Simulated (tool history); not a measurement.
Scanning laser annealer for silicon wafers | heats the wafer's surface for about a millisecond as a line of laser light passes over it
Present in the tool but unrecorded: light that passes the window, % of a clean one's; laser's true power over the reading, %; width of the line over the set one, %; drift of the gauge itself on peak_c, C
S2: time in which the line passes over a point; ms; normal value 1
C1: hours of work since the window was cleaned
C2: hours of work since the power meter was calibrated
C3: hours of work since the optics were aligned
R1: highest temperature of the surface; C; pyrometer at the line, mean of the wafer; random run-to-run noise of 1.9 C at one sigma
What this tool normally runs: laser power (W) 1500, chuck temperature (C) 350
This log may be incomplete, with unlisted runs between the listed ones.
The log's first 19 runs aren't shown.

Run 20, hour 1238.8: usual settings but chuck temperature (C) 314; C1 71; C2 2478; C3 452. Result: R1 1053 C.
Run 21, hour 1288.1: usual settings but laser power (W) 1535, S2 1.17 ms, chuck temperature (C) 356; C1 105; C2 2512; C3 486. Result: R1 1170 C.
Run 22, hour 1350.8: usual settings but laser power (W) 1535, S2 1.17 ms, chuck temperature (C) 356; C1 149; C2 2556; C3 530. Result: R1 1166 C.
Run 23, hour 1416: usual settings but laser power (W) 1305, S2 1.15 ms, chuck temperature (C) 312; C1 194; C2 2601; C3 575. Result: R1 998 C.
Run 24, hour 1474.4: usual settings but laser power (W) 1580, S2 0.97 ms, chuck temperature (C) 332; C1 234; C2 2641; C3 615. Result: R1 1092 C.
Run 25, hour 1551.5: usual settings but laser power (W) 1580, S2 0.97 ms, chuck temperature (C) 332; C1 287; C2 2694; C3 668. Result: R1 1092 C.
Run 26, hour 1604.7: usual settings but laser power (W) 1295, S2 1.07 ms, chuck temperature (C) 368; C1 324; C2 2731; C3 705. Result: R1 1023 C.
Run 27, hour 1647.2: usual settings but laser power (W) 1349, S2 1.14 ms, chuck temperature (C) 389; C1 353; C2 2760; C3 734. Result: R1 1090 C.
Run 28, hour 1722.5: usual settings but chuck temperature (C) 388; C1 405; C2 2812; C3 786. Result: R1 1117 C.
Run 29, hour 1777.5: usual settings but laser power (W) 1616, S2 1.23 ms, chuck temperature (C) 358; C1 443; C2 2850; C3 824. Result: R1 1222 C.
Run 30, hour 1845.6: usual settings but laser power (W) 1283, chuck temperature (C) 387; C1 490; C2 2897; C3 871. Result: R1 1011 C.
Run 31, hour 1931: usual settings but laser power (W) 1283, chuck temperature (C) 387; C1 549; C2 2956; C3 930. Result: R1 1004 C.
At hour 1944: optics aligned, line set to its width.
Run 32, hour 2007.9: usual settings but laser power (W) 1283, chuck temperature (C) 387; C1 599; C2 3006; C3 44. Result: R1 1012 C.
Run 33, hour 2051.6: usual settings but laser power (W) 1283, chuck temperature (C) 387; C1 629; C2 3036; C3 74. Result: R1 1013 C.
Run 34, hour 2127.1: usual settings but S2 0.82 ms; C1 681; C2 3088; C3 126. Result: R1 1017 C.
At hour 2144.1: window over the wafer cleaned.
Run 35, hour 2184.9: usual settings but laser power (W) 1517, S2 0.95 ms, chuck temperature (C) 385; C1 28; C2 3127; C3 165. Result: R1 1123 C.
Run 36, hour 2243.1: usual settings but laser power (W) 1378, S2 1.08 ms, chuck temperature (C) 385; C1 68; C2 3167; C3 205. Result: R1 1095 C.
Run 37, hour 2319.6: usual settings but laser power (W) 1378, S2 1.08 ms, chuck temperature (C) 385; C1 121; C2 3220; C3 258. Result: R1 1096 C.
Run 38, hour 2395.3: usual settings but laser power (W) 1362, S2 1.15 ms, chuck temperature (C) 319; C1 173; C2 3272; C3 310. Result: R1 1042 C.
Run 39, hour 2459.1: usual settings but laser power (W) 1362, S2 0.99 ms, chuck temperature (C) 319; C1 218; C2 3316; C3 354. Result: R1 989 C.

3 options for the next run, each taken on its own from the tool as it stands now. Forecast them:
Run A, hour 2495.4: usual settings but S2 0.75 ms, chuck temperature (C) 361; C1 243; C2 3341; C3 379. Result: R1 ?.
Run B, hour 2495.4: usual settings but laser power (W) 1375, S2 0.87 ms, chuck temperature (C) 348; C1 243; C2 3341; C3 379. Result: R1 ?.
Run C, hour 2495.4: usual settings but laser power (W) 1487, S2 0.84 ms; C1 243; C2 3341; C3 379. Result: R1 ?.

run    R1
  A  1008
  B   986
  C  1025
With no hidden state in the tool, these same runs would have given:
run    R1
  A  1014
  B   992
  C  1031

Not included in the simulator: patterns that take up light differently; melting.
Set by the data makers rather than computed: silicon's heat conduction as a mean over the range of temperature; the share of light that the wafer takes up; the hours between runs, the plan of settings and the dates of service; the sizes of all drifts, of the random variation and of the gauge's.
